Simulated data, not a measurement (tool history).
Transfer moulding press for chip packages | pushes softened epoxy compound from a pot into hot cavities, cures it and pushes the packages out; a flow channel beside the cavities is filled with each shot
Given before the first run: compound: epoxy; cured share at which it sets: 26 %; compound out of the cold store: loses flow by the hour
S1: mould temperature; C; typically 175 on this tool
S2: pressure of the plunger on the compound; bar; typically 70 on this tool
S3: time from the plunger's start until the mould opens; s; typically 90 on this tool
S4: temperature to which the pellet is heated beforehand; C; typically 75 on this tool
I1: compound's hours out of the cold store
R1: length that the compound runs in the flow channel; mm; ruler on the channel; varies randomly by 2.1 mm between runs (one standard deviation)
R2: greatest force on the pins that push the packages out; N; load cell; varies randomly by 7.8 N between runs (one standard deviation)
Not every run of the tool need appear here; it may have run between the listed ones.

{"run": 1, "hour": 0.0, "S1": 175, "S2": 70, "S3": 90, "S4": 75, "I1": 44.7, "R1": 777, "R2": 323}
{"run": 2, "hour": 8.0, "S1": 175, "S2": 70, "S3": 90, "S4": 75, "I1": 32, "R1": 833, "R2": 338}
{"run": 3, "hour": 27.4, "S1": 175, "S2": 70, "S3": 88, "S4": 75, "I1": 26.8, "R1": 857, "R2": 366}
{"run": 4, "hour": 44.7, "S1": 175, "S2": 70, "S3": 90, "S4": 75, "I1": 29, "R1": 841, "R2": 348}
{"run": 5, "hour": 55.9, "S1": 175, "S2": 70, "S3": 90, "S4": 75, "I1": 23.7, "R1": 872, "R2": 360}
{"hour": 69.8, "done": "plunger's sealing rings changed"}
{"hour": 75.1, "done": "cavities cleaned with cleaning compound and waxed"}
{"run": 6, "hour": 77.9, "S1": 175, "S2": 70, "S3": 90, "S4": 75, "I1": 33.7, "R1": 824, "R2": 348}
{"run": 7, "hour": 96.5, "S1": 175, "S2": 70, "S3": 90, "S4": 75, "I1": 30.9, "R1": 838, "R2": 342}
{"run": 8, "hour": 105.0, "S1": 175, "S2": 70, "S3": 90, "S4": 75, "I1": 47, "R1": 766, "R2": 346}
{"run": 9, "hour": 113.4, "S1": 175, "S2": 70, "S3": 90, "S4": 75, "I1": 43.8, "R1": 782, "R2": 352}
{"run": 10, "hour": 127.2, "S1": 175, "S2": 70, "S3": 90, "S4": 75, "I1": 27.8, "R1": 852, "R2": 353}
{"run": 11, "hour": 143.0, "S1": 175, "S2": 70, "S3": 90, "S4": 75, "I1": 38.4, "R1": 806, "R2": 345}
{"hour": 150.6, "done": "cavities cleaned with cleaning compound and waxed"}
{"run": 12, "hour": 158.7, "S1": 175, "S2": 70, "S3": 90, "S4": 75, "I1": 12.6, "R1": 926, "R2": 370}
{"run": 13, "hour": 168.2, "S1": 175, "S2": 70, "S3": 90, "S4": 75, "I1": 14.2, "R1": 921, "R2": 350}
{"run": 14, "hour": 188.1, "S1": 175, "S2": 85.5, "S3": 79, "S4": 72, "I1": 22.7, "R1": 971, "R2": 489}
{"run": 15, "hour": 206.6, "S1": 182, "S2": 78.5, "S3": 77, "S4": 67, "I1": 14.1, "R1": 932, "R2": 321}
{"hour": 226.4, "done": "cavities cleaned with cleaning compound and waxed"}
{"run": 16, "hour": 226.9, "S1": 182, "S2": 78.5, "S3": 77, "S4": 67, "I1": 38.5, "R1": 824, "R2": 316}
{"run": 17, "hour": 241.6, "S1": 175, "S2": 70, "S3": 90, "S4": 79, "I1": 43.2, "R1": 783, "R2": 356}
{"run": 18, "hour": 255.6, "S1": 175, "S2": 74.5, "S3": 90, "S4": 75, "I1": 12.9, "R1": 953, "R2": 371}
{"run": 19, "hour": 275.4, "S1": 175, "S2": 74.5, "S3": 90, "S4": 75, "I1": 35.1, "R1": 845, "R2": 348}

3 ways to go on from here, each from the tool as it stands after run 19. What would each give?
{"hour": 283.1, "done": "plunger's sealing rings changed"}
{"run": "A", "hour": 289.5, "S1": 175, "S2": 84.9, "S3": 90, "S4": 67, "I1": 18.2, "R1": "?", "R2": "?"}
{"hour": 283.1, "done": "plunger's sealing rings changed"}
{"run": "B", "hour": 289.5, "S1": 175, "S2": 70, "S3": 90, "S4": 70, "I1": 38.3, "R1": "?", "R2": "?"}
{"hour": 283.1, "done": "plunger's sealing rings changed"}
{"run": "C", "hour": 289.5, "S1": 175, "S2": 61.7, "S3": 90, "S4": 75, "I1": 12.5, "R1": "?", "R2": "?"}

run=A R1=991 R2=384
run=B R1=808 R2=362
run=C R1=872 R2=376
Had the tool no hidden state, the same runs would have come out as:
run=A R1=991 R2=377
run=B R1=808 R2=355
run=C R1=872 R2=369
